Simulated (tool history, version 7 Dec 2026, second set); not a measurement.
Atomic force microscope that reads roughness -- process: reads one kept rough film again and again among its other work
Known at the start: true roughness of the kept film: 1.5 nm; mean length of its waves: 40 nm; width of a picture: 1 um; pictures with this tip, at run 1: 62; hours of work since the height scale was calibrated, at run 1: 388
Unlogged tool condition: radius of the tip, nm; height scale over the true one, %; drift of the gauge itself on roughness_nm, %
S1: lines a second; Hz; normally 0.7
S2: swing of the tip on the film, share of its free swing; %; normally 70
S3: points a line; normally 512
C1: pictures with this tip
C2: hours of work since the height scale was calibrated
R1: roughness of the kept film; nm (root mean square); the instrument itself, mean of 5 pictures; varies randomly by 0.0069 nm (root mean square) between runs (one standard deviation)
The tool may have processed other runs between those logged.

run,hour,S1,S2,S3,C1,C2,R1
1,0,0.7,70,512,62,388,1.332
# hour 4.8: new tip fitted
2,23.8,0.7,70,512,20,398,1.362
3,48.4,1.852,70,512,46,409,1.255
# hour 68.6: new tip fitted
4,77.6,0.7,70,512,10,421,1.382
5,94.7,0.7,83,512,28,428,1.294
6,116.9,0.7,83,512,52,438,1.272
# hour 130.4: new tip fitted
7,142.9,0.7,70,512,13,449,1.378
8,165.2,0.7,70,512,37,459,1.354
9,186.4,0.7,70,512,60,468,1.306
# hour 193.6: new tip fitted
10,208,0.7,81,512,15,477,1.325
11,231.8,0.51,70,512,41,487,1.35
# hour 255.6: new tip fitted
12,257.4,0.51,70,512,2,498,1.408
13,273.8,3.94,70,512,19,505,1.141
14,301.4,3.94,70,512,49,517,1.103
# hour 318: new tip fitted
15,336.1,0.728,73,758,19,532,1.353
16,355.5,0.728,73,560,40,540,1.335
17,372.8,0.7,76,380,58,548,1.284
# hour 381: new tip fitted
18,393.9,0.598,85,440,14,556,1.323
19,417.5,0.7,67,684,39,567,1.355
20,431.9,3.126,63,505,55,573,1.207
# hour 443: new tip fitted
21,453.4,0.7,58,756,11,582,1.416
22,480.5,0.7,58,756,40,594,1.375
23,504,0.7,58,756,65,604,1.336
# hour 507.4: new tip fitted
24,528.8,1.128,80,756,23,614,1.266
25,560.7,1.165,69,786,57,628,1.299
# hour 571.4: new tip fitted
26,578.9,0.773,67,422,8,636,1.393

Each row is a separate what-if for the run after 26, all from the same tool condition, not one after another. Results?
A,601.9,0.773,76,564,33,646,?
B,601.9,0.645,88,512,33,646,?
C,601.9,0.718,67,470,33,646,?

run,R1
A,1.317
B,1.276
C,1.34
Take away the tool's hidden state, keep each run's random variation, and the runs would have read:
run,R1
A,1.363
B,1.32
C,1.387
